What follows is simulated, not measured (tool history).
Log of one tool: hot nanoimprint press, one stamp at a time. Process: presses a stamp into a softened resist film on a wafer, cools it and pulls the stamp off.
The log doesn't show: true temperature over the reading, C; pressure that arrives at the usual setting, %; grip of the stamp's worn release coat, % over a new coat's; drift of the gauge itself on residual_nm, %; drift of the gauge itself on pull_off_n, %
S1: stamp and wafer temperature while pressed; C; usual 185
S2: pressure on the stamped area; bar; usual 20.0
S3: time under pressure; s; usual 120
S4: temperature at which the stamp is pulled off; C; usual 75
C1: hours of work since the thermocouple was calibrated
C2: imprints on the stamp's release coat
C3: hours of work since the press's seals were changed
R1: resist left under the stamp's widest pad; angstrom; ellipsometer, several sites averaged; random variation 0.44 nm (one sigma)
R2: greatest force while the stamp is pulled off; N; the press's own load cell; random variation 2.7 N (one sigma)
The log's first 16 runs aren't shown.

Run 17, hour 206.0: usual settings but S1 194 C, S2 19.0 bar, S3 70 s; C1 165; C2 975; C3 336. Result: R1 911 angstrom, R2 146 N.
Run 18, hour 221.5: usual settings but S3 129 s, S4 79 C; C1 176; C2 1031; C3 348. Result: R1 990 angstrom, R2 136 N.
Run 19, hour 231.9: usual settings but S3 129 s, S4 79 C; C1 185; C2 1069; C3 356. Result: R1 986 angstrom, R2 133 N.
Run 20, hour 239.2: usual settings but S1 184 C, S2 19.8 bar, S3 62 s; C1 190; C2 1095; C3 362. Result: R1 1294 angstrom, R2 139 N.
Run 21, hour 252.9: usual settings but S1 183 C, S2 19.8 bar, S3 62 s, S4 81 C; C1 201; C2 1145; C3 372. Result: R1 1330 angstrom, R2 127 N.
Run 22, hour 270.6: usual settings but S1 183 C, S2 19.8 bar, S3 62 s, S4 81 C; C1 214; C2 1209; C3 386. Result: R1 1316 angstrom, R2 126 N.
Run 23, hour 284.4: usual settings but S1 183 C, S2 19.8 bar, S3 62 s, S4 81 C; C1 225; C2 1259; C3 397. Result: R1 1332 angstrom, R2 128 N.
Run 24, hour 299.0: usual settings but S1 183 C, S2 19.8 bar, S3 62 s, S4 81 C; C1 236; C2 1312; C3 408. Result: R1 1309 angstrom, R2 133 N.
Run 25, hour 308.7: usual settings but S1 175 C, S2 19.8 bar, S4 81 C; C1 243; C2 1347; C3 415. Result: R1 1421 angstrom, R2 133 N.
At hour 320.5: plate thermocouple calibrated.
Run 26, hour 323.9: usual settings but S2 17.3 bar, S4 74 C; C1 3; C2 1392; C3 425. Result: R1 1114 angstrom, R2 157 N.
Run 27, hour 334.4: usual settings but S1 188 C, S2 13.7 bar, S3 150 s; C1 11; C2 1430; C3 433. Result: R1 1027 angstrom, R2 150 N.
Run 28, hour 343.7: usual settings but S1 177 C, S2 13.7 bar, S3 150 s, S4 83 C; C1 18; C2 1464; C3 440. Result: R1 1465 angstrom, R2 130 N.
Run 29, hour 354.1: usual settings but S1 177 C, S2 13.7 bar, S3 150 s, S4 83 C; C1 26; C2 1501; C3 448. Result: R1 1455 angstrom, R2 133 N.
Run 30, hour 361.6: usual settings but S1 177 C, S2 13.7 bar, S3 150 s, S4 83 C; C1 32; C2 1528; C3 454. Result: R1 1463 angstrom, R2 136 N.

4 ways to go on from here, each from the tool as it stands after run 30. What would each give?
Run A, hour 373.2: usual settings but S1 193 C, S2 28.7 bar, S3 110 s; C1 40; C2 1571; C3 462. Result: R1 ?, R2 ?.
Run B, hour 373.2: usual settings but S1 177 C, S2 13.7 bar, S3 135 s, S4 82 C; C1 40; C2 1571; C3 462. Result: R1 ?, R2 ?.
Run C, hour 373.2: usual settings but S2 25.9 bar, S3 172 s; C1 40; C2 1571; C3 462. Result: R1 ?, R2 ?.
Run D, hour 373.2: usual settings but S2 15.3 bar, S3 84 s, S4 83 C; C1 40; C2 1571; C3 462. Result: R1 ?, R2 ?.

run    R1   R2
  A   665  161
  B  1501  136
  C   814  159
  D  1296  132
Without the tool's hidden state the same runs would have given:
run    R1   R2
  A   659  128
  B  1504  109
  C   809  127
  D  1298  105

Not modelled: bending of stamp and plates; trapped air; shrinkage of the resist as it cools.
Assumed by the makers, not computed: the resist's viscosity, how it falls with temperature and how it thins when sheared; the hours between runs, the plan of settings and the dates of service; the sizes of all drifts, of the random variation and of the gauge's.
